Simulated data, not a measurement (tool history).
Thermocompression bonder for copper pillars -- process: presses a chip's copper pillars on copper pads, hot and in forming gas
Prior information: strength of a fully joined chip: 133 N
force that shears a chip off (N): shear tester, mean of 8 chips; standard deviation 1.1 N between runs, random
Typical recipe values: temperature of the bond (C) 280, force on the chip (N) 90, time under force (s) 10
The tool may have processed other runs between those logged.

run   hour  temperature of the bond (C)  force on the chip (N)  time under force (s)  force that shears a chip off (N)
  1    0.0                          280                     90                    10                              94.2
  2   15.0                          280                     90                    10                              94.0
  3   31.4                          280                     90                    10                              92.4
  4   45.5                          280                     90                    10                              92.8
  5   55.0                          280                     90                    10                              92.7
  6   67.7                          263                     90                    10                              77.6
  7   82.5                          280                     90                    10                              91.5
  8   92.6                          280                     90                    10                              89.5
  9  103.4                          280                     90                    10                              91.3
 10  111.0                          280                     90                    10                              88.4
 11  123.9                          272                     90                     7                              75.1
 12  134.6                          272                     90                     7                              74.6

Run 13 comes next. What will it give?
 13  150.8                          272                    109                     7                                 ?

Run 13 came out at force that shears a chip off (N) 79.9.
If the tool had no hidden condition, the same run with the same run-to-run variation would have returned force that shears a chip off (N) 88.1.
